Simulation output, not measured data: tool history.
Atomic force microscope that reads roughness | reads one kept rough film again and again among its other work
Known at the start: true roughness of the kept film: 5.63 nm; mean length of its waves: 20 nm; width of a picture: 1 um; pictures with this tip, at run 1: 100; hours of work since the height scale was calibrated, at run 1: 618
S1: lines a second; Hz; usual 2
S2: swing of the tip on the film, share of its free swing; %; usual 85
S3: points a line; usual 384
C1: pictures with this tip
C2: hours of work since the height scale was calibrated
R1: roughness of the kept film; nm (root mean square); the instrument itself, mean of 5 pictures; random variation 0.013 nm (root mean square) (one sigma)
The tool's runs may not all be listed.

run,hour,S1,S2,S3,C1,C2,R1
1,0,2,85,384,100,618,2.275
# hour 11: new tip fitted
2,53.9,1.05,85,384,71,649,2.718
# hour 84.5: new tip fitted
3,90.4,2,86,384,10,670,2.902
4,149,2,86,610,107,704,2.253
# hour 157.5: new tip fitted
5,205.3,2,88,610,80,736,2.333
# hour 230.2: new tip fitted
6,235.9,0.84,88,610,10,753,3.419
7,274.3,1.86,85,384,73,775,2.558
# hour 302.7: new tip fitted
8,338.7,2,85,384,60,812,2.492
# hour 374: new tip fitted
9,378.6,2,85,384,7,835,3.051
# hour 446.8: new tip fitted
10,448.5,2,85,313,2,875,3.078
11,492.9,2,85,384,76,900,2.399
# hour 520.7: new tip fitted
12,548.2,2,85,384,46,932,2.661
# hour 596.1: new tip fitted
13,603.7,3.56,85,384,13,964,2.545
14,635.3,2,56,456,66,982,3.039
15,663.5,2,67,731,112,998,2.555
# hour 668.4: new tip fitted
16,724.9,2,87,351,93,1033,2.246
# hour 732.1: height scale calibrated on a step standard
# hour 742.4: new tip fitted
17,790.1,3.71,87,504,79,33,1.97
# hour 815.5: new tip fitted
18,849.1,3.71,87,504,56,67,2.17
# hour 887.1: new tip fitted
19,907.3,1.22,74,409,33,100,3.24
# hour 960.1: new tip fitted
20,966.7,2,59,384,11,134,3.58
21,1014.4,2.16,78,331,90,162,2.453
# hour 1032.5: new tip fitted
# hour 1063.8: height scale calibrated on a step standard, once more
22,1073.6,2.16,78,331,67,6,2.628
# hour 1105: new tip fitted
23,1107.8,2.16,78,331,5,25,3.2
24,1173.6,2.22,70,704,114,63,2.504
# hour 1178.1: new tip fitted
25,1209.4,2.22,70,704,52,83,2.961
26,1244.7,1.69,77,384,111,104,2.449

Measured less the same run without the tool's hidden state. The same run-to-run variation is in both; the gauge's scatter may not be:
The hidden state here: radius of the tip, nm; height scale over the true one, %; drift of the gauge itself on roughness_nm, %.
run,R1
1,-0.864
2,-0.774
3,-0.199
4,-0.9
5,-0.764
6,-0.139
7,-0.653
8,-0.63
9,-0.083
10,-0.038
11,-0.752
12,-0.486
13,-0.155
14,-0.77
15,-1.117
16,-0.839
17,-0.63
18,-0.456
19,-0.419
20,-0.178
21,-0.838
22,-0.653
23,-0.093
24,-1.057
25,-0.587
26,-1.016
